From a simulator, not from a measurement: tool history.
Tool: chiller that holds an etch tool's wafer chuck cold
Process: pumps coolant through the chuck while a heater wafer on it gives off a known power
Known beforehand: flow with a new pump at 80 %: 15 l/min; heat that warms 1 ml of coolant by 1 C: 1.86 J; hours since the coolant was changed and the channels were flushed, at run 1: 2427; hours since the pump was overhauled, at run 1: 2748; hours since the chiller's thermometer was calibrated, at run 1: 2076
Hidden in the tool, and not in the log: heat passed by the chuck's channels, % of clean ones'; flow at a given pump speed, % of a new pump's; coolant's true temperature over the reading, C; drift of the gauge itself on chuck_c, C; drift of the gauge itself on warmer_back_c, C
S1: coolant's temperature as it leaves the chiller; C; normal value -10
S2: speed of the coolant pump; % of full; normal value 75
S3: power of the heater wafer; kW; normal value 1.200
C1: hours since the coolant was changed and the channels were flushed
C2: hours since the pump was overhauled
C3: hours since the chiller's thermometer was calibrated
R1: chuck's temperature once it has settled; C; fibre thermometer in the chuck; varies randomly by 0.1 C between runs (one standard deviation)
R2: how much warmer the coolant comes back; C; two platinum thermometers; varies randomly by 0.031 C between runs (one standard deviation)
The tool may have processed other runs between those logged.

{"run": 1, "hour": 0.0, "S1": -10, "S2": 75, "S3": 1.2, "C1": 2427, "C2": 2748, "C3": 2076, "R1": 4.0, "R2": 2.77}
{"run": 2, "hour": 55.5, "S1": -10, "S2": 75, "S3": 1.2, "C1": 2483, "C2": 2804, "C3": 2132, "R1": 4.2, "R2": 2.83}
{"hour": 119.5, "done": "coolant changed, channels flushed"}
{"run": 3, "hour": 126.0, "S1": -10, "S2": 75, "S3": 1.2, "C1": 7, "C2": 2868, "C3": 2196, "R1": 3.9, "R2": 2.85}
{"run": 4, "hour": 179.6, "S1": -10, "S2": 75, "S3": 1.2, "C1": 60, "C2": 2922, "C3": 2250, "R1": 4.0, "R2": 2.76}
{"run": 5, "hour": 238.2, "S1": -10, "S2": 75, "S3": 1.2, "C1": 119, "C2": 2980, "C3": 2309, "R1": 4.1, "R2": 2.73}
{"run": 6, "hour": 325.7, "S1": -10, "S2": 75, "S3": 1.2, "C1": 206, "C2": 3068, "C3": 2396, "R1": 4.1, "R2": 2.81}
{"run": 7, "hour": 393.1, "S1": -10, "S2": 75, "S3": 1.2, "C1": 274, "C2": 3135, "C3": 2463, "R1": 3.9, "R2": 2.69}
{"run": 8, "hour": 483.3, "S1": -10, "S2": 75, "S3": 1.2, "C1": 364, "C2": 3225, "C3": 2554, "R1": 3.9, "R2": 2.71}
{"run": 9, "hour": 544.0, "S1": -10, "S2": 75, "S3": 1.2, "C1": 425, "C2": 3286, "C3": 2614, "R1": 4.1, "R2": 2.76}
{"run": 10, "hour": 618.2, "S1": -10, "S2": 75, "S3": 1.2, "C1": 499, "C2": 3360, "C3": 2689, "R1": 4.0, "R2": 2.63}
{"run": 11, "hour": 682.1, "S1": -10, "S2": 75, "S3": 1.2, "C1": 563, "C2": 3424, "C3": 2752, "R1": 3.9, "R2": 2.65}
{"run": 12, "hour": 794.3, "S1": -10, "S2": 75, "S3": 1.2, "C1": 675, "C2": 3536, "C3": 2865, "R1": 4.1, "R2": 2.68}
{"run": 13, "hour": 909.4, "S1": -10, "S2": 75, "S3": 1.2, "C1": 790, "C2": 3652, "C3": 2980, "R1": 4.1, "R2": 2.68}
{"run": 14, "hour": 995.3, "S1": -10, "S2": 75, "S3": 1.2, "C1": 876, "C2": 3737, "C3": 3066, "R1": 4.0, "R2": 2.58}
{"run": 15, "hour": 1075.8, "S1": -10, "S2": 75, "S3": 1.2, "C1": 956, "C2": 3818, "C3": 3146, "R1": 3.9, "R2": 2.58}
{"run": 16, "hour": 1159.8, "S1": -10, "S2": 75, "S3": 1.2, "C1": 1040, "C2": 3902, "C3": 3230, "R1": 3.9, "R2": 2.61}
{"run": 17, "hour": 1210.8, "S1": -10, "S2": 75, "S3": 1.2, "C1": 1091, "C2": 3953, "C3": 3281, "R1": 4.1, "R2": 2.66}
{"run": 18, "hour": 1310.6, "S1": -4, "S2": 75, "S3": 1.2, "C1": 1191, "C2": 4053, "C3": 3381, "R1": 9.7, "R2": 2.6}
{"run": 19, "hour": 1375.1, "S1": -4, "S2": 75, "S3": 1.2, "C1": 1256, "C2": 4117, "C3": 3445, "R1": 10.1, "R2": 2.56}
{"run": 20, "hour": 1493.4, "S1": -3, "S2": 71, "S3": 1.239, "C1": 1374, "C2": 4236, "C3": 3564, "R1": 12.0, "R2": 2.77}
{"run": 21, "hour": 1567.6, "S1": -3, "S2": 71, "S3": 1.239, "C1": 1448, "C2": 4310, "C3": 3638, "R1": 11.9, "R2": 2.8}
{"run": 22, "hour": 1690.9, "S1": -1, "S2": 76, "S3": 0.846, "C1": 1571, "C2": 4433, "C3": 3761, "R1": 8.7, "R2": 1.68}
{"run": 23, "hour": 1806.1, "S1": -12, "S2": 85, "S3": 1.49, "C1": 1687, "C2": 4548, "C3": 3876, "R1": 4.2, "R2": 2.77}
{"run": 24, "hour": 1926.5, "S1": -12, "S2": 85, "S3": 1.49, "C1": 1807, "C2": 4669, "C3": 3997, "R1": 4.3, "R2": 2.71}
{"hour": 1978.7, "done": "gauge calibrated"}
{"run": 25, "hour": 2008.7, "S1": -5, "S2": 83, "S3": 0.699, "C1": 1889, "C2": 4751, "C3": 4079, "R1": 2.9, "R2": 1.41}
{"run": 26, "hour": 2124.2, "S1": -5, "S2": 83, "S3": 0.699, "C1": 2005, "C2": 4866, "C3": 4194, "R1": 2.8, "R2": 1.37}
{"hour": 2167.0, "done": "coolant pump overhauled"}
{"run": 27, "hour": 2217.3, "S1": -5, "S2": 83, "S3": 0.699, "C1": 2093, "C2": 50, "C3": 4283, "R1": 2.5, "R2": 1.37}
{"run": 28, "hour": 2318.6, "S1": -5, "S2": 83, "S3": 0.699, "C1": 2194, "C2": 152, "C3": 4384, "R1": 2.8, "R2": 1.38}
{"run": 29, "hour": 2382.4, "S1": -5, "S2": 83, "S3": 1.418, "C1": 2258, "C2": 215, "C3": 4448, "R1": 10.7, "R2": 2.83}
{"run": 30, "hour": 2493.8, "S1": -12, "S2": 75, "S3": 0.867, "C1": 2369, "C2": 327, "C3": 4559, "R1": -1.9, "R2": 1.94}
{"run": 31, "hour": 2557.0, "S1": -12, "S2": 62, "S3": 0.867, "C1": 2433, "C2": 390, "C3": 4622, "R1": -0.8, "R2": 2.45}

Branching from run 31: 3 alternative next runs. What would each branch give?
{"run": "A", "hour": 2622.2, "S1": -12, "S2": 99, "S3": 0.867, "C1": 2498, "C2": 455, "C3": 4688, "R1": "?", "R2": "?"}
{"run": "B", "hour": 2622.2, "S1": -8, "S2": 90, "S3": 0.69, "C1": 2498, "C2": 455, "C3": 4688, "R1": "?", "R2": "?"}
{"run": "C", "hour": 2622.2, "S1": -10, "S2": 72, "S3": 1.2, "C1": 2498, "C2": 455, "C3": 4688, "R1": "?", "R2": "?"}

run=A R1=-3.5 R2=1.39
run=B R1=-0.6 R2=1.19
run=C R1=4.5 R2=2.80
Had the tool no hidden state, the same runs would have come out as:
run=A R1=-3.5 R2=1.48
run=B R1=-0.6 R2=1.28
run=C R1=4.5 R2=2.89

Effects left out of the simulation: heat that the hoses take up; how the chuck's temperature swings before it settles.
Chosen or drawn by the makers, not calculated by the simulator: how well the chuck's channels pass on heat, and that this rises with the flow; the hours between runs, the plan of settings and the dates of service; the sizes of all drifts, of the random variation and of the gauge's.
